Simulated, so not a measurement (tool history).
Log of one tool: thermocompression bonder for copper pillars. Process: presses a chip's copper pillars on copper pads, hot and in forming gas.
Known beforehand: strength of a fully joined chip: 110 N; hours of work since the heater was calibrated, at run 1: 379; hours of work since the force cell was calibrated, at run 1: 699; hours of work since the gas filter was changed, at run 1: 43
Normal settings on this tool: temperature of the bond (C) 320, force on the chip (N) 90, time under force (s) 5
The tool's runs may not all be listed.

run     day  temperature of the bond (C)  force on the chip (N)  time under force (s)  hours of work since the heater was calibrated  hours of work since the force cell was calibrated  hours of work since the gas filter was changed  force that shears a chip off (N)
  1   0.000                          320                     90                     5                                            379                                                699                                              43                              51.4
  2   2.329                          320                     90                     5                                            412                                                732                                              76                              51.3
  3   5.112                          320                     90                     5                                            452                                                772                                             116                              51.2
  4   8.700                          320                     90                     5                                            504                                                824                                             168                              51.0
     11.529  -- forming gas filter changed
  5  11.529                          320                    125                     5                                            544                                                864                                               0                              70.0
  6  13.362                          320                    125                     5                                            571                                                891                                              26                              70.0
  7  15.158                          320                     90                    10                                            597                                                917                                              52                              65.3
  8  18.617                          320                     90                    10                                            646                                                967                                             102                              65.3
  9  22.288                          308                     90                     7                                            699                                               1019                                             155                              52.9
 10  25.850                          308                     90                     7                                            750                                               1071                                             206                              53.0

Alternative continuations, all from the tool just after run 10; predict every row:
     26.054  -- forming gas filter changed
  A  27.596                          345                     90                     7                                            775                                               1095                                              22                                 ?
     26.054  -- forming gas filter changed
  B  27.596                          304                     76                     3                                            775                                               1095                                              22                                 ?
     26.054  -- forming gas filter changed
  C  27.596                          295                     74                     4                                            775                                               1095                                              22                                 ?
     26.054  -- forming gas filter changed
  D  27.596                          312                     90                     5                                            775                                               1095                                              22                                 ?

run  force that shears a chip off (N)
  A                              68.9
  B                              31.7
  C                              31.9
  D                              49.4
Take away the tool's hidden state, keep each run's random variation, and the runs would have read:
run  force that shears a chip off (N)
  A                              66.6
  B                              30.1
  C                              30.4
  D                              47.3

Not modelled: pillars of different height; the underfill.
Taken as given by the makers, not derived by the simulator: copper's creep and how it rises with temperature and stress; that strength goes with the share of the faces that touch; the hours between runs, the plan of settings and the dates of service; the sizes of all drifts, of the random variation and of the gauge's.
